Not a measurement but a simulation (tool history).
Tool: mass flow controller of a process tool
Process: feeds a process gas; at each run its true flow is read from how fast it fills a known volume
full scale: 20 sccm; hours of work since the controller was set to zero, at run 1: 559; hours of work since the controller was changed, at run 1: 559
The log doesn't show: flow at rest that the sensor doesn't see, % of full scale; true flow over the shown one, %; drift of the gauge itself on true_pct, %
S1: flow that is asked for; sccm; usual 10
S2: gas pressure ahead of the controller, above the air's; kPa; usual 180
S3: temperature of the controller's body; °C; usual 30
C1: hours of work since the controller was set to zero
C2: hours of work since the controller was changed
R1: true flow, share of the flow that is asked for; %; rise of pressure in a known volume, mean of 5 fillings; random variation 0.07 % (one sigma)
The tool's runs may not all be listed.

run    hour  S1   S2  S3    C1    C2     R1
  1     0.0  10  180  30   559   559  98.82
  2    40.4  10  180  30   590   590  98.79
  3   120.9   4  180  30   652   652  98.86
  4   186.0  10  180  37   702   702  98.33
  5   247.6  10  189  37   749   749  98.40
  6   325.7  10  189  37   810   810  98.34
  7   398.0  10  167  37   865   865  98.34
  8   454.2  10  180  30   908   908  98.99
  9   492.0  10  180  28   937   937  99.05
 10   566.6  10  180  30   994   994  98.93
 11   656.8  10  180  30  1064  1064  98.92
 12   707.4  10  150  30  1103  1103  98.85
 13   796.9  10  150  30  1171  1171  98.82
 14   852.7  10  180  30  1214  1214  98.97
 15   912.4  10  180  30  1260  1260  99.01
 16   965.7  10  180  30  1301  1301  99.03
      971.4  -- controller's zero set anew
 17  1005.8  10  180  30    26  1331  99.21
 18  1078.2  10  180  34    82  1387  98.79
 19  1160.1  10  180  25   145  1450  99.45
     1220.5  -- controller's zero set anew, once more
 20  1220.5  10  180  25     0  1496  98.66
 21  1296.2  10  180  25    58  1554  98.71
 22  1356.5  17  169  26   104  1600  99.17
 23  1429.8   5  276  24   161  1657  99.11
 24  1472.6   5  276  24   194  1689  99.01
 25  1560.7   5  276  24   261  1757  99.02
 26  1602.5   5  276  24   293  1789  99.09
 27  1664.3   3  276  24   341  1837  99.11
 28  1708.2   3  276  24   374  1870  99.23
 29  1788.5  10  194  30   436  1932  98.53
 30  1828.6  12  180  25   467  1963  99.08
 31  1874.0   4  244  25   502  1998  98.98
 32  1929.1   4  244  25   544  2040  99.06
 33  1993.7   4  244  25   594  2089  99.03
 34  2062.7   4  180  28   647  2142  98.55
 35  2140.8  10  230  26   707  2202  98.98
 36  2197.4  18  230  30   750  2246  99.25
 37  2235.6  18  230  30   779  2275  99.23
 38  2324.1  18  265  30   847  2343  99.57
 39  2400.4   8  163  34   906  2402  98.09

3 ways to go on from here, each from the tool as it stands after run 39. What would each give?
  A  2475.7  10  180  29  964  2460   ?
  B  2475.7   5  180  30  964  2460   ?
  C  2475.7   3  148  34  964  2460   ?

run     R1
  A  98.68
  B  98.58
  C  98.60
Without the tool's hidden state the same runs would have given:
run     R1
  A  98.79
  B  98.25
  C  97.68
